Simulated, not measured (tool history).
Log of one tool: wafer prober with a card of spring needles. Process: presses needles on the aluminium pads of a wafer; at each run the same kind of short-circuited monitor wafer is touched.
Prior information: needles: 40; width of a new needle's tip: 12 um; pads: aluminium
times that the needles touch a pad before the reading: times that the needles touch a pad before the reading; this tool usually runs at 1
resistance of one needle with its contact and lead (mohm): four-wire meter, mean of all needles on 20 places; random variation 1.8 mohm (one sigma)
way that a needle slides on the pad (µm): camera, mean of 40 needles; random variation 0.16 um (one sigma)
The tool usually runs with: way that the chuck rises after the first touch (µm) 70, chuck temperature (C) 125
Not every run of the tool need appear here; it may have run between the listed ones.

run   hour  way that the chuck rises after the first touch (µm)  chuck temperature (C)  times that the needles touch a pad before the reading  resistance of one needle with its contact and lead (mohm)  way that a needle slides on the pad (µm)
  1    0.0                                                   70                    125                                                      1                                                        186                                     14.06
       4.5  -- tips cleaned on abrasive film
       9.0  -- tips cleaned on abrasive film
      13.5  -- tips cleaned on abrasive film
      19.1  -- tips cleaned on abrasive film
      24.7  -- tips cleaned on abrasive film
      30.3  -- tips cleaned on abrasive film
      35.9  -- tips cleaned on abrasive film
      40.4  -- tips cleaned on abrasive film
  2   42.3                                                   70                    125                                                      1                                                        201                                     13.91
      45.7  -- tips cleaned on abrasive film
      51.3  -- tips cleaned on abrasive film
      55.8  -- tips cleaned on abrasive film
      60.3  -- tips cleaned on abrasive film
      64.8  -- tips cleaned on abrasive film
      70.4  -- tips cleaned on abrasive film
      76.0  -- tips cleaned on abrasive film
  3   80.0                                                   70                    125                                                      1                                                        200                                     14.06
      81.2  -- tips cleaned on abrasive film
      85.7  -- tips cleaned on abrasive film
      91.3  -- tips cleaned on abrasive film
      96.9  -- tips cleaned on abrasive film
     101.4  -- tips cleaned on abrasive film
     105.9  -- tips cleaned on abrasive film
     110.4  -- tips cleaned on abrasive film
  4  111.8                                                   70                    125                                                      1                                                        195                                     13.64
     115.2  -- tips cleaned on abrasive film
     119.7  -- tips cleaned on abrasive film
     120.0  -- height of the first contact set anew
     125.6  -- tips cleaned on abrasive film
     130.1  -- tips cleaned on abrasive film
     134.6  -- tips cleaned on abrasive film
     140.2  -- tips cleaned on abrasive film
     145.8  -- tips cleaned on abrasive film
     150.3  -- tips cleaned on abrasive film
     155.9  -- tips cleaned on abrasive film
  5  157.2                                                   70                    125                                                      1                                                        195                                     15.01
     160.6  -- tips cleaned on abrasive film
     166.2  -- tips cleaned on abrasive film
     171.8  -- tips cleaned on abrasive film
     176.3  -- tips cleaned on abrasive film
     181.9  -- tips cleaned on abrasive film
  6  183.2                                                   70                    125                                                      1                                                        193                                     14.46
     186.6  -- tips cleaned on abrasive film
     191.1  -- tips cleaned on abrasive film
     196.7  -- tips cleaned on abrasive film
     202.4  -- tips cleaned on abrasive film
     206.9  -- tips cleaned on abrasive film
  7  210.4                                                   70                    125                                                      2                                                        196                                     14.60
     211.6  -- tips cleaned on abrasive film
     216.1  -- tips cleaned on abrasive film
     220.6  -- tips cleaned on abrasive film
     226.2  -- tips cleaned on abrasive film
     231.8  -- tips cleaned on abrasive film
  8  233.5                                                   70                    125                                                      2                                                        191                                     14.46
     236.9  -- tips cleaned on abrasive film
     241.4  -- tips cleaned on abrasive film
     245.9  -- tips cleaned on abrasive film
     250.4  -- tips cleaned on abrasive film
     256.0  -- tips cleaned on abrasive film, once more
     261.6  -- tips cleaned on abrasive film
     267.2  -- tips cleaned on abrasive film
     271.7  -- tips cleaned on abrasive film
  9  275.4                                                   70                    125                                                      2                                                        199                                     14.31
     276.6  -- tips cleaned on abrasive film
     281.1  -- tips cleaned on abrasive film
     285.6  -- tips cleaned on abrasive film
     290.1  -- tips cleaned on abrasive film
     295.7  -- tips cleaned on abrasive film
 10  298.5                                                   70                    125                                                      2                                                        197                                     14.07
     300.8  -- tips cleaned on abrasive film
     305.3  -- tips cleaned on abrasive film
     309.8  -- tips cleaned on abrasive film
     315.4  -- tips cleaned on abrasive film
     319.9  -- tips cleaned on abrasive film
 11  322.8                                                   70                    125                                                      1                                                        202                                     13.89
     325.1  -- tips cleaned on abrasive film
     329.6  -- tips cleaned on abrasive film
     334.1  -- tips cleaned on abrasive film
     339.7  -- tips cleaned on abrasive film
     345.0  -- tips cleaned on abrasive film
 12  345.0                                                   70                     38                                                      2                                                        171                                     13.98
     349.5  -- tips cleaned on abrasive film
     354.0  -- tips cleaned on abrasive film
     358.5  -- tips cleaned on abrasive film
     364.1  -- tips cleaned on abrasive film
     369.8  -- tips cleaned on abrasive film
     374.3  -- tips cleaned on abrasive film
     378.8  -- tips cleaned on abrasive film
     384.4  -- tips cleaned on abrasive film
     388.9  -- tips cleaned on abrasive film
 13  389.1                                                   55                     70                                                      1                                                        185                                     10.62
     393.6  -- tips cleaned on abrasive film
     399.2  -- tips cleaned on abrasive film
     404.8  -- tips cleaned on abrasive film
     405.1  -- height of the first contact set anew
     409.6  -- tips cleaned on abrasive film
     415.2  -- tips cleaned on abrasive film
     420.8  -- tips cleaned on abrasive film
     426.4  -- tips cleaned on abrasive film
 14  426.7                                                   70                     99                                                      1                                                        184                                     14.69
     431.2  -- tips cleaned on abrasive film
     436.8  -- tips cleaned on abrasive film
     441.3  -- tips cleaned on abrasive film
     445.8  -- tips cleaned on abrasive film
     450.3  -- tips cleaned on abrasive film
     454.8  -- tips cleaned on abrasive film
 15  458.1                                                   60                    125                                                      2                                                        202                                     12.38
     460.4  -- tips cleaned on abrasive film
     464.9  -- tips cleaned on abrasive film
     469.4  -- tips cleaned on abrasive film
     473.9  -- tips cleaned on abrasive film
     479.5  -- tips cleaned on abrasive film
     484.0  -- tips cleaned on abrasive film
 16  487.6                                                   70                    125                                                      1                                                        203                                     14.45
     488.8  -- tips cleaned on abrasive film
     493.3  -- tips cleaned on abrasive film
     498.9  -- tips cleaned on abrasive film
     503.4  -- tips cleaned on abrasive film
     507.9  -- tips cleaned on abrasive film
     512.4  -- tips cleaned on abrasive film
     518.1  -- tips cleaned on abrasive film
     523.7  -- tips cleaned on abrasive film
     528.2  -- tips cleaned on abrasive film
 17  530.2                                                   63                    125                                                      1                                                        201                                     13.13
     533.6  -- tips cleaned on abrasive film
     538.1  -- tips cleaned on abrasive film
     543.7  -- tips cleaned on abrasive film
     549.3  -- tips cleaned on abrasive film
     554.9  -- tips cleaned on abrasive film
     559.4  -- tips cleaned on abrasive film
     563.9  -- tips cleaned on abrasive film
 18  565.4                                                   88                    125                                                      1                                                        190                                     17.94
     568.8  -- tips cleaned on abrasive film
     573.3  -- tips cleaned on abrasive film
     577.8  -- tips cleaned on abrasive film
     583.4  -- tips cleaned on abrasive film
     587.9  -- tips cleaned on abrasive film
     592.4  -- tips cleaned on abrasive film
     598.0  -- tips cleaned on abrasive film
     602.5  -- tips cleaned on abrasive film
     607.0  -- tips cleaned on abrasive film
     611.5  -- tips cleaned on abrasive film
 19  612.0                                                   88                    103                                                      2                                                        184                                     18.12
     616.5  -- tips cleaned on abrasive film
     622.1  -- tips cleaned on abrasive film
     627.7  -- tips cleaned on abrasive film
 20  630.8                                                   55                     85                                                      1                                                        212                                     11.04
     633.1  -- tips cleaned on abrasive film
     638.7  -- tips cleaned on abrasive film
     643.2  -- tips cleaned on abrasive film
     648.8  -- tips cleaned on abrasive film
     653.3  -- tips cleaned on abrasive film
     658.9  -- tips cleaned on abrasive film
     664.5  -- tips cleaned on abrasive film
     670.1  -- tips cleaned on abrasive film
 21  673.6                                                   88                    125                                                      1                                                        196                                     17.59
     674.8  -- tips cleaned on abrasive film
     679.3  -- tips cleaned on abrasive film
     684.9  -- tips cleaned on abrasive film
     689.4  -- tips cleaned on abrasive film
     690.8  -- height of the first contact set anew
     695.3  -- tips cleaned on abrasive film
     699.8  -- tips cleaned on abrasive film
     704.3  -- tips cleaned on abrasive film
 22  707.5                                                   88                    125                                                      1                                                        198                                     18.70

4 ways to go on from here, each from the tool as it stands after run 22. What would each give?
     709.8  -- tips cleaned on abrasive film
     715.4  -- tips cleaned on abrasive film
     719.9  -- tips cleaned on abrasive film
     724.4  -- tips cleaned on abrasive film
     730.0  -- tips cleaned on abrasive film
     734.6  -- tips cleaned on abrasive film
  A  734.6                                                   51                     58                                                      2                                                          ?                                         ?
     709.8  -- tips cleaned on abrasive film
     715.4  -- tips cleaned on abrasive film
     719.9  -- tips cleaned on abrasive film
     724.4  -- tips cleaned on abrasive film
     730.0  -- tips cleaned on abrasive film
     734.6  -- tips cleaned on abrasive film
  B  734.6                                                   72                     27                                                      1                                                          ?                                         ?
     709.8  -- tips cleaned on abrasive film
     715.4  -- tips cleaned on abrasive film
     719.9  -- tips cleaned on abrasive film
     724.4  -- tips cleaned on abrasive film
     730.0  -- tips cleaned on abrasive film
     734.6  -- tips cleaned on abrasive film
  C  734.6                                                   70                     79                                                      1                                                          ?                                         ?
     709.8  -- tips cleaned on abrasive film
     715.4  -- tips cleaned on abrasive film
     719.9  -- tips cleaned on abrasive film
     724.4  -- tips cleaned on abrasive film
     730.0  -- tips cleaned on abrasive film
     734.6  -- tips cleaned on abrasive film
  D  734.6                                                   51                    125                                                      3                                                          ?                                         ?

run  resistance of one needle with its contact and lead (mohm)  way that a needle slides on the pad (µm)
  A                                                        182                                     10.82
  B                                                        169                                     15.04
  C                                                        182                                     14.84
  D                                                        191                                     10.46
Take away the tool's hidden state, keep each run's random variation, and the runs would have read:
run  resistance of one needle with its contact and lead (mohm)  way that a needle slides on the pad (µm)
  A                                                        176                                     10.98
  B                                                        166                                     15.20
  C                                                        179                                     15.00
  D                                                        186                                     10.62
